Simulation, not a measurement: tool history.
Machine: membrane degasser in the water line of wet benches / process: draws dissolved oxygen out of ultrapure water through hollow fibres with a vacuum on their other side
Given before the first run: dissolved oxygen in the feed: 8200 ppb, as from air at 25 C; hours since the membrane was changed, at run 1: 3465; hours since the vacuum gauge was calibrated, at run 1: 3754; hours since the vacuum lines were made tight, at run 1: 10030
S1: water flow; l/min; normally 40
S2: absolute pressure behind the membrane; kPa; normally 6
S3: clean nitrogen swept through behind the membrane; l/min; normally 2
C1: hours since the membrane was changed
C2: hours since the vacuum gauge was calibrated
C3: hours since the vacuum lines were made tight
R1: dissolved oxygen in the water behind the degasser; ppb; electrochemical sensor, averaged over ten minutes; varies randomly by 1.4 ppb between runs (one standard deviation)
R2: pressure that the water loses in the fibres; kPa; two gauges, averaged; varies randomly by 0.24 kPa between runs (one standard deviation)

{"run": 1, "day": 0.0, "S1": 40, "S2": 6, "S3": 2, "C1": 3465, "C2": 3754, "C3": 10030, "R1": 149.3, "R2": 63.98}
{"run": 2, "day": 2.2, "S1": 40, "S2": 6, "S3": 2, "C1": 3518, "C2": 3807, "C3": 10083, "R1": 149.1, "R2": 64.31}
{"run": 3, "day": 4.158, "S1": 40, "S2": 6, "S3": 2, "C1": 3565, "C2": 3854, "C3": 10130, "R1": 149, "R2": 64.53}
{"run": 4, "day": 7.475, "S1": 40, "S2": 6, "S3": 2, "C1": 3645, "C2": 3933, "C3": 10210, "R1": 148.5, "R2": 63.97}
{"run": 5, "day": 11.438, "S1": 40, "S2": 6, "S3": 2, "C1": 3740, "C2": 4029, "C3": 10305, "R1": 149.7, "R2": 64.48}
{"run": 6, "day": 14.267, "S1": 40, "S2": 6, "S3": 2, "C1": 3808, "C2": 4096, "C3": 10372, "R1": 147.1, "R2": 64.12}
{"run": 7, "day": 16.142, "S1": 40, "S2": 6, "S3": 2, "C1": 3853, "C2": 4141, "C3": 10418, "R1": 149, "R2": 64.18}
{"run": 8, "day": 19.696, "S1": 40, "S2": 6, "S3": 2, "C1": 3938, "C2": 4227, "C3": 10503, "R1": 150.3, "R2": 64.68}
{"run": 9, "day": 22.008, "S1": 40, "S2": 6, "S3": 2, "C1": 3993, "C2": 4282, "C3": 10558, "R1": 147.9, "R2": 64.62}
{"run": 10, "day": 24.829, "S1": 40, "S2": 6, "S3": 2, "C1": 4061, "C2": 4350, "C3": 10626, "R1": 149.9, "R2": 64.63}
{"day": 26.033, "done": "vacuum gauge calibrated"}
{"run": 11, "day": 27.904, "S1": 40, "S2": 4.73, "S3": 2, "C1": 4134, "C2": 45, "C3": 10699, "R1": 87, "R2": 64.68}
{"run": 12, "day": 29.971, "S1": 40, "S2": 6.74, "S3": 2, "C1": 4184, "C2": 95, "C3": 10749, "R1": 172.2, "R2": 64.57}
{"run": 13, "day": 32.629, "S1": 33, "S2": 6, "S3": 2, "C1": 4248, "C2": 158, "C3": 10813, "R1": 116.4, "R2": 53.32}
{"run": 14, "day": 35.046, "S1": 40, "S2": 6, "S3": 2, "C1": 4306, "C2": 216, "C3": 10871, "R1": 143.7, "R2": 64.33}
{"run": 15, "day": 37.071, "S1": 40, "S2": 4.22, "S3": 2, "C1": 4354, "C2": 265, "C3": 10919, "R1": 65, "R2": 64.41}
{"run": 16, "day": 39.475, "S1": 40, "S2": 4.22, "S3": 2, "C1": 4412, "C2": 323, "C3": 10977, "R1": 66, "R2": 64.88}
{"run": 17, "day": 42.812, "S1": 40, "S2": 4.22, "S3": 2, "C1": 4492, "C2": 403, "C3": 11057, "R1": 65.1, "R2": 64.85}
{"run": 18, "day": 45.671, "S1": 40, "S2": 4.22, "S3": 2, "C1": 4561, "C2": 471, "C3": 11126, "R1": 65.9, "R2": 65.38}
{"run": 19, "day": 47.533, "S1": 40, "S2": 4.22, "S3": 2, "C1": 4605, "C2": 516, "C3": 11170, "R1": 65.1, "R2": 64.38}
{"run": 20, "day": 50.567, "S1": 40, "S2": 5.76, "S3": 3.47, "C1": 4678, "C2": 589, "C3": 11243, "R1": 89, "R2": 64.99}
{"run": 21, "day": 52.775, "S1": 60, "S2": 10.26, "S3": 1, "C1": 4731, "C2": 642, "C3": 11296, "R1": 771.9, "R2": 96.98}
{"run": 22, "day": 54.854, "S1": 60, "S2": 10.26, "S3": 1, "C1": 4781, "C2": 692, "C3": 11346, "R1": 766.4, "R2": 97.44}
{"run": 23, "day": 58.729, "S1": 40, "S2": 7.18, "S3": 5.85, "C1": 4874, "C2": 785, "C3": 11439, "R1": 84.2, "R2": 64.97}
{"day": 59.692, "done": "seals of the vacuum lines changed"}
{"run": 24, "day": 61.096, "S1": 40, "S2": 7.18, "S3": 5.85, "C1": 4929, "C2": 839, "C3": 34, "R1": 83.3, "R2": 64.86}
{"run": 25, "day": 63.271, "S1": 32, "S2": 4.72, "S3": 2.94, "C1": 4981, "C2": 892, "C3": 86, "R1": 52.4, "R2": 52.06}
{"run": 26, "day": 65.979, "S1": 32, "S2": 4.72, "S3": 2.94, "C1": 5046, "C2": 957, "C3": 151, "R1": 51.7, "R2": 51.73}
{"run": 27, "day": 69.383, "S1": 26, "S2": 14.08, "S3": 3.88, "C1": 5128, "C2": 1038, "C3": 233, "R1": 181.2, "R2": 42.35}
{"run": 28, "day": 71.246, "S1": 40, "S2": 6, "S3": 1.2, "C1": 5173, "C2": 1083, "C3": 277, "R1": 207.5, "R2": 64.86}
{"run": 29, "day": 72.888, "S1": 62, "S2": 6, "S3": 0.96, "C1": 5212, "C2": 1122, "C3": 317, "R1": 367.9, "R2": 100.42}
{"run": 30, "day": 76.458, "S1": 62, "S2": 6, "S3": 0.96, "C1": 5298, "C2": 1208, "C3": 402, "R1": 365.1, "R2": 101.15}
{"run": 31, "day": 79.262, "S1": 62, "S2": 6, "S3": 0.96, "C1": 5365, "C2": 1276, "C3": 470, "R1": 364.2, "R2": 101.12}
{"run": 32, "day": 81.117, "S1": 62, "S2": 12.77, "S3": 0.96, "C1": 5409, "C2": 1320, "C3": 514, "R1": 1036, "R2": 101.26}
{"run": 33, "day": 84.35, "S1": 62, "S2": 12.77, "S3": 0.96, "C1": 5487, "C2": 1398, "C3": 592, "R1": 1047.1, "R2": 100.7}

3 ways to go on from here, each from the tool as it stands after run 33. What would each give?
{"run": "A", "day": 86.875, "S1": 48, "S2": 6, "S3": 2, "C1": 5548, "C2": 1458, "C3": 652, "R1": "?", "R2": "?"}
{"run": "B", "day": 86.875, "S1": 58, "S2": 12.77, "S3": 0.96, "C1": 5548, "C2": 1458, "C3": 652, "R1": "?", "R2": "?"}
{"run": "C", "day": 86.875, "S1": 62, "S2": 12.56, "S3": 0.96, "C1": 5548, "C2": 1458, "C3": 652, "R1": "?", "R2": "?"}

run=A R1=176.7 R2=78.1
run=B R1=987.1 R2=94.75
run=C R1=1032.4 R2=100.99
The same runs, with their run-to-run variation unchanged, on a tool lacking any hidden condition would have given:
run=A R1=166.5 R2=75.35
run=B R1=972.4 R2=91.42
run=C R1=1016.4 R2=97.43
